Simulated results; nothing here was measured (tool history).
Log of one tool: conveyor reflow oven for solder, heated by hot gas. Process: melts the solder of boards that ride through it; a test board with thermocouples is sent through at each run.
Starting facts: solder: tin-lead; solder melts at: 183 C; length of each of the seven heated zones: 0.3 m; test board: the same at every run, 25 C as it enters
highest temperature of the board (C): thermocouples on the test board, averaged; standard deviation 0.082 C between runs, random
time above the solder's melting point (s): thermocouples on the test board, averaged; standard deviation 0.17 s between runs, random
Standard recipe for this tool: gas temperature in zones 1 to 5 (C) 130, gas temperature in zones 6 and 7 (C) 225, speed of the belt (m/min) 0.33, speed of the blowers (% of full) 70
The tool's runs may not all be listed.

| run | hour | gas temperature in zones 1 to 5 (C) | gas temperature in zones 6 and 7 (C) | speed of the belt (m/min) | speed of the blowers (% of full) | highest temperature of the board (C) | time above the solder's melting point (s) |
|---|---|---|---|---|---|---|---|
| 1 | 0 | 130 | 225 | 0.33 | 70 | 213.51 | 76.1 |
| 2 | 14.4 | 130 | 225 | 0.33 | 70 | 213.67 | 75.8 |
| 3 | 29 | 130 | 225 | 0.33 | 70 | 213.55 | 76 |
| 4 | 45 | 130 | 225 | 0.33 | 70 | 213.47 | 76 |
| 5 | 53.7 | 130 | 225 | 0.33 | 70 | 213.68 | 76.1 |
| 6 | 71.3 | 118 | 225 | 0.33 | 70 | 211.72 | 68.8 |
| 7 | 80.8 | 133 | 225 | 0.33 | 70 | 213.65 | 77.7 |
| 8 | 96.3 | 133 | 225 | 0.33 | 70 | 213.93 | 77.6 |
| 9 | 111.9 | 130 | 222 | 0.33 | 61 | 208.6 | 68.9 |
|  | 118.4 | flux residue cleaned out of gas plates and filters |
| 10 | 134.3 | 130 | 222 | 0.33 | 61 | 207.91 | 67.2 |
| 11 | 148.8 | 123 | 225 | 0.35 | 76 | 211.17 | 65.6 |
| 12 | 165.6 | 130 | 228 | 0.33 | 81 | 217.51 | 81.2 |
|  | 180.9 | flux residue cleaned out of gas plates and filters, once more |
| 13 | 181 | 130 | 228 | 0.33 | 81 | 219.21 | 83.2 |
| 14 | 194.1 | 116 | 239 | 0.396 | 70 | 218.51 | 61.5 |
| 15 | 202.9 | 141 | 239 | 0.396 | 67 | 222.21 | 74 |
| 16 | 220.7 | 130 | 225 | 0.278 | 71 | 218.4 | 99.8 |

Below, some changes in highest temperature of the board (C) between adjacent runs. For each, the amount present without the hidden state too (settings, incoming material, random variation) and the amount remaining for the hidden state with gauge scatter not shared by both compared results:
Unlogged tool condition in this case: heat that the gas passes to the board, % of a clean oven's; belt's true speed, % of the reading; true gas temperature in zones 6 and 7 over the reading, C; drift of the gauge itself on peak_c, C; drift of the gauge itself on liquid_s, %.
Run 11 -> 12: gas temperature in zones 1 to 5 (C) 123 -> 130, gas temperature in zones 6 and 7 (C) 225 -> 228, speed of the belt (m/min) 0.35 -> 0.33, speed of the blowers (% of full) 76 -> 81. highest temperature of the board (C) +6.34: hidden state +0.16, all else +6.18.
Run 12 -> 13: flux residue cleaned out of gas plates and filters, once more. highest temperature of the board (C) +1.7: hidden state +1.74, all else -0.04.

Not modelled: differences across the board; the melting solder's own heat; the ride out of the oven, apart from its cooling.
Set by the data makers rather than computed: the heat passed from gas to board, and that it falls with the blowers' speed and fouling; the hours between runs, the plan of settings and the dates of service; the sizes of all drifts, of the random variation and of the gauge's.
